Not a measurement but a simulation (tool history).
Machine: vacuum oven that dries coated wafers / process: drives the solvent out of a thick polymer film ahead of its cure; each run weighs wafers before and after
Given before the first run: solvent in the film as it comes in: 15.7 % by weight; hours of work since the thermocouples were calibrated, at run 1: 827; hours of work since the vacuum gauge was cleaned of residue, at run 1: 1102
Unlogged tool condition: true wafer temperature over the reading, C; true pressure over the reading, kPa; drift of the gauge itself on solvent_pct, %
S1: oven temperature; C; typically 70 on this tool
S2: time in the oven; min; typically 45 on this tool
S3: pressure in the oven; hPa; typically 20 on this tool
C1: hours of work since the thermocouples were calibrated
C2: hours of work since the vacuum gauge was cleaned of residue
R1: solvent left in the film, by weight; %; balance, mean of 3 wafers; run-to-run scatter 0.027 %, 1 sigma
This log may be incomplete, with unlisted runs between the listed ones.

Run 1, day 0: usual settings; C1 827; C2 1102. Result: R1 4.33 %.
At day 0.738: oven's thermocouples calibrated.
Run 2, day 1.821: usual settings; C1 11; C2 1120. Result: R1 4.06 %.
Run 3, day 4.296: usual settings but S2 56 min; C1 36; C2 1145. Result: R1 3.24 %.
Run 4, day 6.05: usual settings but S2 33 min; C1 54; C2 1163. Result: R1 5.45 %.
Run 5, day 8.554: usual settings but S2 33 min; C1 80; C2 1189. Result: R1 5.44 %.
Run 6, day 9.704: usual settings but S2 33 min; C1 91; C2 1200. Result: R1 5.45 %.
Run 7, day 12.217: usual settings but S2 33 min; C1 117; C2 1226. Result: R1 5.49 %.
Run 8, day 14.267: usual settings; C1 138; C2 1247. Result: R1 4.12 %.
Run 9, day 16.946: usual settings; C1 165; C2 1274. Result: R1 4.18 %.
Run 10, day 18.329: usual settings; C1 179; C2 1288. Result: R1 4.16 %.
Run 11, day 20.371: usual settings; C1 200; C2 1309. Result: R1 4.19 %.
Run 12, day 22.892: usual settings but S1 65 C, S2 44 min; C1 226; C2 1335. Result: R1 5.89 %.
Run 13, day 25.196: usual settings but S1 65 C, S2 44 min; C1 249; C2 1358. Result: R1 5.98 %.
Run 14, day 27.45: usual settings but S1 65 C, S2 44 min; C1 272; C2 1381. Result: R1 5.91 %.
Run 15, day 28.796: usual settings but S1 59 C, S2 44 min; C1 286; C2 1395. Result: R1 7.96 %.
At day 29.529: vacuum gauge cleaned of residue and calibrated.
Run 16, day 30.688: usual settings but S1 60 C, S2 39 min, S3 13.5 hPa; C1 304; C2 12. Result: R1 7.69 %.
Run 17, day 33.096: usual settings but S2 71 min, S3 22 hPa; C1 329; C2 36. Result: R1 2.5 %.
Run 18, day 34.771: usual settings but S1 79 C, S2 57 min, S3 13.4 hPa; C1 346; C2 53. Result: R1 1 %.
Run 19, day 36.158: usual settings but S1 67 C, S3 11.3 hPa; C1 360; C2 68. Result: R1 4.76 %.
Run 20, day 37.75: usual settings but S2 80 min; C1 376; C2 84. Result: R1 2.07 %.

3 ways to go on from here, each from the tool as it stands after run 20. What would each give?
Run A, day 40.017: usual settings but S1 61 C, S2 46 min, S3 11 hPa; C1 399; C2 107. Result: R1 ?.
Run B, day 40.017: usual settings but S2 80 min; C1 399; C2 107. Result: R1 ?.
Run C, day 40.017: usual settings but S1 75 C, S2 80 min, S3 53.6 hPa; C1 399; C2 107. Result: R1 ?.

run    R1
  A   6.7
  B  2.06
  C  2.44
With no hidden state in the tool, these same runs would have given:
run    R1
  A  6.35
  B  1.84
  C  2.26

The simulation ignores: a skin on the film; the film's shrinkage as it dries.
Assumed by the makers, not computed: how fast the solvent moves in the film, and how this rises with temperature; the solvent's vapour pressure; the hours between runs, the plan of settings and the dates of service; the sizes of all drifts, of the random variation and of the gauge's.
